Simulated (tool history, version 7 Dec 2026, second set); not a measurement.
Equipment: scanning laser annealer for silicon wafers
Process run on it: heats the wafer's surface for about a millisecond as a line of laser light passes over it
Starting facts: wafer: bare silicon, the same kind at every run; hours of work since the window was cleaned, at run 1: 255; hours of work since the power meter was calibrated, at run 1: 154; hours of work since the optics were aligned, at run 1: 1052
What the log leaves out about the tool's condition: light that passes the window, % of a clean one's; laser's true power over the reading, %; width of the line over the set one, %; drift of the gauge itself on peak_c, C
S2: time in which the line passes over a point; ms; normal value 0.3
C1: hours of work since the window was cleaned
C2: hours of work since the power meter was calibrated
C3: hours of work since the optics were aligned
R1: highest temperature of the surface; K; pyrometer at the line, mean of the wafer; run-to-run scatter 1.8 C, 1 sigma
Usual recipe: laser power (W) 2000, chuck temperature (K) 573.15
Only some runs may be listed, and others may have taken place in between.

{"run": 1, "hour": 0.0, "laser power (W)": 2000, "S2": 0.3, "chuck temperature (K)": 573.15, "C1": 255, "C2": 154, "C3": 1052, "R1": 1294.15}
{"run": 2, "hour": 11.6, "laser power (W)": 2000, "S2": 0.3, "chuck temperature (K)": 573.15, "C1": 260, "C2": 159, "C3": 1057, "R1": 1293.15}
{"run": 3, "hour": 22.6, "laser power (W)": 2000, "S2": 0.3, "chuck temperature (K)": 573.15, "C1": 264, "C2": 163, "C3": 1061, "R1": 1295.15}
{"run": 4, "hour": 31.3, "laser power (W)": 2000, "S2": 0.216, "chuck temperature (K)": 573.15, "C1": 268, "C2": 167, "C3": 1065, "R1": 1199.15}
{"run": 5, "hour": 43.1, "laser power (W)": 1856, "S2": 0.3, "chuck temperature (K)": 573.15, "C1": 273, "C2": 171, "C3": 1070, "R1": 1242.15}
{"run": 6, "hour": 55.9, "laser power (W)": 1856, "S2": 0.3, "chuck temperature (K)": 573.15, "C1": 278, "C2": 177, "C3": 1075, "R1": 1243.15}
{"run": 7, "hour": 66.5, "laser power (W)": 1856, "S2": 0.3, "chuck temperature (K)": 573.15, "C1": 282, "C2": 181, "C3": 1079, "R1": 1244.15}
{"run": 8, "hour": 78.7, "laser power (W)": 1856, "S2": 0.3, "chuck temperature (K)": 573.15, "C1": 287, "C2": 186, "C3": 1084, "R1": 1243.15}
{"run": 9, "hour": 85.6, "laser power (W)": 1856, "S2": 0.3, "chuck temperature (K)": 573.15, "C1": 290, "C2": 189, "C3": 1087, "R1": 1245.15}
{"run": 10, "hour": 95.2, "laser power (W)": 1896, "S2": 0.3, "chuck temperature (K)": 573.15, "C1": 294, "C2": 193, "C3": 1091, "R1": 1257.15}
{"run": 11, "hour": 107.1, "laser power (W)": 1896, "S2": 0.3, "chuck temperature (K)": 573.15, "C1": 299, "C2": 197, "C3": 1096, "R1": 1255.15}
{"run": 12, "hour": 113.3, "laser power (W)": 1896, "S2": 0.3, "chuck temperature (K)": 573.15, "C1": 301, "C2": 200, "C3": 1098, "R1": 1257.15}
{"run": 13, "hour": 123.4, "laser power (W)": 1896, "S2": 0.3, "chuck temperature (K)": 573.15, "C1": 305, "C2": 204, "C3": 1102, "R1": 1255.15}
{"run": 14, "hour": 132.9, "laser power (W)": 1896, "S2": 0.3, "chuck temperature (K)": 573.15, "C1": 309, "C2": 208, "C3": 1106, "R1": 1258.15}
{"run": 15, "hour": 140.4, "laser power (W)": 1896, "S2": 0.3, "chuck temperature (K)": 573.15, "C1": 312, "C2": 211, "C3": 1109, "R1": 1261.15}
{"run": 16, "hour": 148.1, "laser power (W)": 1896, "S2": 0.3, "chuck temperature (K)": 573.15, "C1": 315, "C2": 214, "C3": 1112, "R1": 1256.15}
{"run": 17, "hour": 153.5, "laser power (W)": 2118, "S2": 0.327, "chuck temperature (K)": 604.15, "C1": 317, "C2": 216, "C3": 1114, "R1": 1390.15}
{"run": 18, "hour": 158.9, "laser power (W)": 2118, "S2": 0.327, "chuck temperature (K)": 604.15, "C1": 320, "C2": 218, "C3": 1117, "R1": 1394.15}
{"run": 19, "hour": 172.1, "laser power (W)": 2118, "S2": 0.327, "chuck temperature (K)": 604.15, "C1": 325, "C2": 224, "C3": 1122, "R1": 1394.15}
{"run": 20, "hour": 180.3, "laser power (W)": 2010, "S2": 0.219, "chuck temperature (K)": 613.15, "C1": 328, "C2": 227, "C3": 1125, "R1": 1244.15}
{"run": 21, "hour": 192.9, "laser power (W)": 1983, "S2": 0.349, "chuck temperature (K)": 568.15, "C1": 333, "C2": 232, "C3": 1130, "R1": 1335.15}
{"run": 22, "hour": 200.3, "laser power (W)": 1983, "S2": 0.349, "chuck temperature (K)": 568.15, "C1": 336, "C2": 235, "C3": 1133, "R1": 1332.15}
{"run": 23, "hour": 210.8, "laser power (W)": 1983, "S2": 0.349, "chuck temperature (K)": 568.15, "C1": 341, "C2": 239, "C3": 1138, "R1": 1332.15}
{"run": 24, "hour": 222.3, "laser power (W)": 1780, "S2": 0.294, "chuck temperature (K)": 602.15, "C1": 345, "C2": 244, "C3": 1142, "R1": 1238.15}
{"run": 25, "hour": 230.5, "laser power (W)": 1780, "S2": 0.219, "chuck temperature (K)": 612.15, "C1": 349, "C2": 247, "C3": 1146, "R1": 1173.15}
{"run": 26, "hour": 237.9, "laser power (W)": 1883, "S2": 0.297, "chuck temperature (K)": 573.15, "C1": 352, "C2": 250, "C3": 1149, "R1": 1248.15}
{"run": 27, "hour": 250.3, "laser power (W)": 1971, "S2": 0.346, "chuck temperature (K)": 582.15, "C1": 357, "C2": 255, "C3": 1154, "R1": 1338.15}
{"run": 28, "hour": 259.7, "laser power (W)": 1701, "S2": 0.227, "chuck temperature (K)": 592.15, "C1": 360, "C2": 259, "C3": 1158, "R1": 1137.15}
{"run": 29, "hour": 269.6, "laser power (W)": 2025, "S2": 0.215, "chuck temperature (K)": 573.15, "C1": 364, "C2": 263, "C3": 1162, "R1": 1203.15}

Measured minus without-hidden-state, run by run (identical run-to-run variation in each term; gauge scatter may differ):
run=1 R1=-11
run=2 R1=-11
run=3 R1=-11
run=4 R1=-10
run=5 R1=-11
run=6 R1=-11
run=7 R1=-10
run=8 R1=-10
run=9 R1=-11
run=10 R1=-11
run=11 R1=-11
run=12 R1=-12
run=13 R1=-11
run=14 R1=-11
run=15 R1=-12
run=16 R1=-12
run=17 R1=-14
run=18 R1=-14
run=19 R1=-14
run=20 R1=-11
run=21 R1=-13
run=22 R1=-14
run=23 R1=-14
run=24 R1=-11
run=25 R1=-10
run=26 R1=-12
run=27 R1=-14
run=28 R1=-10
run=29 R1=-11
